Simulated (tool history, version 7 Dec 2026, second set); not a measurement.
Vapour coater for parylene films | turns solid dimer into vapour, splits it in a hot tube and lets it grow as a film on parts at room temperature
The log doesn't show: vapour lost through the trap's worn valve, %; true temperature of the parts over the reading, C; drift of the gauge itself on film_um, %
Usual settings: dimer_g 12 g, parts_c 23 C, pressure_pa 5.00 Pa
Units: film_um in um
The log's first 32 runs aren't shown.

run,hour,dimer_g,parts_c,pressure_pa,hours of work since the trap's valve was overhauled,hours of work since the table's thermometer was calibrated,film_um
33,817.1,5,23,2.66,96,31,2.37
34,851.3,20,31,6.13,115,51,6.75
35,880.4,20,31,6.13,132,67,6.77
36,896.1,6,31,3.20,141,76,2.30
37,922.1,12,27,4.38,156,91,4.62
38,952.7,7,15,10.02,173,109,2.74
39,980.7,7,23,9.53,189,125,2.44
40,998.8,15,23,9.53,200,135,5.08
41,1030.7,5,27,7.44,218,153,1.72
42,1058.8,5,27,7.44,234,169,1.70

The next listed run, before its measurement:
43,1083.5,7,35,7.44,248,184,?

Run 43 gave film_um 2.08 um.
Without the tool's hidden state the same run would have given film_um 2.15 um.
